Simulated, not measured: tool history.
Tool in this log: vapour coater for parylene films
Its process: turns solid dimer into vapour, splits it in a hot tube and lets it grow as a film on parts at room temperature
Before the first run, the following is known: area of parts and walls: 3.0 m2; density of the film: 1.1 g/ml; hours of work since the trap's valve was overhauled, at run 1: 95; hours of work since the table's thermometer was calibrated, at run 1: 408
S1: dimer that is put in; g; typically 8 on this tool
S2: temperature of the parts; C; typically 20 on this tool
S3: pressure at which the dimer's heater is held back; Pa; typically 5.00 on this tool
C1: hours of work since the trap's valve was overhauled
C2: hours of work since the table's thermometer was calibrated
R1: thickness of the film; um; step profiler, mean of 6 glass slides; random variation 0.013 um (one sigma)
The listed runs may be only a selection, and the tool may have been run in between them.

run,hour,S1,S2,S3,C1,C2,R1
1,0.0,8,20,5.00,95,408,1.60
2,31.3,8,20,5.00,122,435,1.62
3,51.2,7,20,5.00,139,452,1.42
4,70.8,7,20,5.00,155,469,1.41
5,98.5,8,20,5.00,179,492,1.61
6,122.7,8,20,5.00,200,513,1.62
7,145.7,8,20,5.00,219,533,1.62
# hour 160.4: trap's valve overhauled
8,178.8,8,20,7.19,16,557,1.58
9,208.5,8,20,7.19,41,583,1.59
10,231.4,8,20,7.19,61,602,1.58
11,249.0,8,20,7.19,76,617,1.59
12,274.5,8,20,5.00,97,639,1.62
13,296.0,7,20,5.00,116,658,1.41
14,330.2,7,20,5.00,145,687,1.41
15,361.6,4,20,5.00,172,714,0.81
16,390.8,4,20,2.04,197,738,0.83
17,416.4,3,20,4.86,219,760,0.59
# hour 432.2: trap's valve overhauled
18,437.4,3,20,4.86,4,775,0.62
19,474.7,3,16,4.86,36,807,0.75

The next listed run, before its measurement:
20,492.0,3,16,4.86,51,821,?

R1: 0.75 um
Were there no unlogged condition in the tool, this run, its random variation unchanged, would have produced R1 0.75 um.

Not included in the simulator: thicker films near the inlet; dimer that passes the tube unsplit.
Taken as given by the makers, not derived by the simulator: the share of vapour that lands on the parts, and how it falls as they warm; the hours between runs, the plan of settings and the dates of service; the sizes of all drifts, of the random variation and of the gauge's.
